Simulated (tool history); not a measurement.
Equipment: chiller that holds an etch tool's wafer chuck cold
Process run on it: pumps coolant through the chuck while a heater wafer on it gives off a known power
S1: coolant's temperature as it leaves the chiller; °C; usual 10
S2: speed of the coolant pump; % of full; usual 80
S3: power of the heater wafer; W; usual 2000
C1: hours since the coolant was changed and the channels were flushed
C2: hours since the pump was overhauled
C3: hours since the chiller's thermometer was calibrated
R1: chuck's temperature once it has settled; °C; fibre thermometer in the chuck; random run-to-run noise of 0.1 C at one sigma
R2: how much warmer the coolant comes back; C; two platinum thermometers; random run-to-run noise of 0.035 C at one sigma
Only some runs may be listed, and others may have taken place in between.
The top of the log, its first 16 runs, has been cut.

{"run": 17, "hour": 488.1, "S1": 12, "S2": 80, "S3": 2757, "C1": 390, "C2": 1111, "C3": 1617, "R1": 32.3, "R2": 8.65}
{"run": 18, "hour": 516.9, "S1": 6, "S2": 71, "S3": 2000, "C1": 419, "C2": 1140, "C3": 1646, "R1": 22.2, "R2": 7.12}
{"run": 19, "hour": 544.4, "S1": 6, "S2": 71, "S3": 2000, "C1": 447, "C2": 1167, "C3": 1674, "R1": 22.2, "R2": 7.07}
{"run": 20, "hour": 582.4, "S1": 9, "S2": 65, "S3": 2622, "C1": 485, "C2": 1205, "C3": 1712, "R1": 31.5, "R2": 10.2}
{"run": 21, "hour": 619.1, "S1": 14, "S2": 74, "S3": 1207, "C1": 521, "C2": 1242, "C3": 1748, "R1": 23.8, "R2": 4.13}
{"run": 22, "hour": 658.3, "S1": 5, "S2": 97, "S3": 2000, "C1": 560, "C2": 1281, "C3": 1788, "R1": 18.2, "R2": 5.21}
{"run": 23, "hour": 680.2, "S1": 5, "S2": 97, "S3": 2000, "C1": 582, "C2": 1303, "C3": 1809, "R1": 18.2, "R2": 5.17}
{"run": 24, "hour": 703.1, "S1": 14, "S2": 68, "S3": 1404, "C1": 605, "C2": 1326, "C3": 1832, "R1": 25.8, "R2": 5.27}
{"run": 25, "hour": 722.9, "S1": 14, "S2": 61, "S3": 2960, "C1": 625, "C2": 1346, "C3": 1852, "R1": 40.8, "R2": 12.24}
{"run": 26, "hour": 754.7, "S1": 6, "S2": 80, "S3": 2000, "C1": 657, "C2": 1378, "C3": 1884, "R1": 20.8, "R2": 6.38}
{"run": 27, "hour": 775.6, "S1": 6, "S2": 62, "S3": 1250, "C1": 678, "C2": 1399, "C3": 1905, "R1": 17.5, "R2": 5.07}
{"run": 28, "hour": 810.3, "S1": 17, "S2": 81, "S3": 2000, "C1": 712, "C2": 1433, "C3": 1940, "R1": 32.1, "R2": 6.24}
{"run": 29, "hour": 846.3, "S1": 11, "S2": 81, "S3": 2000, "C1": 748, "C2": 1469, "C3": 1976, "R1": 26.1, "R2": 6.28}
{"run": 30, "hour": 870.7, "S1": 11, "S2": 81, "S3": 2000, "C1": 773, "C2": 1494, "C3": 2000, "R1": 26.1, "R2": 6.27}
{"run": 31, "hour": 909.4, "S1": 10, "S2": 80, "S3": 1593, "C1": 812, "C2": 1532, "C3": 2039, "R1": 22.0, "R2": 5.02}
{"run": 32, "hour": 942.9, "S1": 10, "S2": 80, "S3": 1593, "C1": 845, "C2": 1566, "C3": 2072, "R1": 22.1, "R2": 5.05}

Consider 4 possible next runs. They are alternatives, not a sequence: every one starts from the tool as it was left by run 32. What does each give?
{"run": "A", "hour": 966.1, "S1": 10, "S2": 96, "S3": 2742, "C1": 868, "C2": 1589, "C3": 2095, "R1": "?", "R2": "?"}
{"run": "B", "hour": 966.1, "S1": 6, "S2": 66, "S3": 1748, "C1": 868, "C2": 1589, "C3": 2095, "R1": "?", "R2": "?"}
{"run": "C", "hour": 966.1, "S1": 10, "S2": 72, "S3": 1639, "C1": 868, "C2": 1589, "C3": 2095, "R1": "?", "R2": "?"}
{"run": "D", "hour": 966.1, "S1": 4, "S2": 80, "S3": 2091, "C1": 868, "C2": 1589, "C3": 2095, "R1": "?", "R2": "?"}

run=A R1=28.3 R2=7.21
run=B R1=21.2 R2=6.63
run=C R1=23.5 R2=5.71
run=D R1=19.7 R2=6.60
The same runs, with their run-to-run variation unchanged, on a tool lacking any hidden condition would have given:
run=A R1=27.7 R2=7.09
run=B R1=20.6 R2=6.52
run=C R1=23.0 R2=5.61
run=D R1=19.1 R2=6.49
